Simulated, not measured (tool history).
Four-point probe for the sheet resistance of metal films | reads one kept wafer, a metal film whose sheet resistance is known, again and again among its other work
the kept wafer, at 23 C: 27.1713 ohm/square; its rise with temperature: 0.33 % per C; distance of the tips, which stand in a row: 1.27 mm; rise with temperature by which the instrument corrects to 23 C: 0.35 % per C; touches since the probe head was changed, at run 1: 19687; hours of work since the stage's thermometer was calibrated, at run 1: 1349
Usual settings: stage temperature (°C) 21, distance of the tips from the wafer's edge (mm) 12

run	hour	stage temperature (°C)	distance of the tips from the wafer's edge (mm)	touches since the probe head was changed	hours of work since the stage's thermometer was calibrated	sheet resistance as the instrument gives it (ohm/square)
1	0	21	12	19687	1349	27.072167
2	17.7	21	12	20101	1360	27.069332
3	48.3	21	12	20819	1381	27.080479
4	79.6	21	12	21553	1401	27.07018
5	102	21	12	22078	1416	27.070013
6	124	21	12	22594	1431	27.072656
7	161	21	12	23461	1455	27.058858
8	194.8	21	12	24255	1478	27.047066
9	221.9	21	12	24889	1496	27.059827
# hour 225: stage's thermometer calibrated
10	252.9	21	12	25603	18	27.029335
11	291	20	64	26497	44	26.887289
12	314.1	20	15	27040	59	26.9868
13	354.4	29	15	27984	86	26.912539
# hour 358.6: stage's thermometer calibrated, once more
14	371.9	27	5	28383	9	27.798759
15	406.5	27	5	29193	32	27.800263
16	436.7	22	5	29900	52	27.836896

5 ways to go on from here, each from the tool as it stands after run 16. What would each give?
A	475	18	44	30798	77	?
B	475	34	11	30798	77	?
C	475	28	8	30798	77	?
D	475	22	8	30798	77	?
E	475	21	7	30798	77	?

run	sheet resistance as the instrument gives it (ohm/square)
A	26.962012
B	27.036911
C	27.247625
D	27.294563
E	27.404152
Without the tool's hidden state the same runs would have given:
run	sheet resistance as the instrument gives it (ohm/square)
A	27.215423
B	27.290645
C	27.503306
D	27.550781
E	27.661335

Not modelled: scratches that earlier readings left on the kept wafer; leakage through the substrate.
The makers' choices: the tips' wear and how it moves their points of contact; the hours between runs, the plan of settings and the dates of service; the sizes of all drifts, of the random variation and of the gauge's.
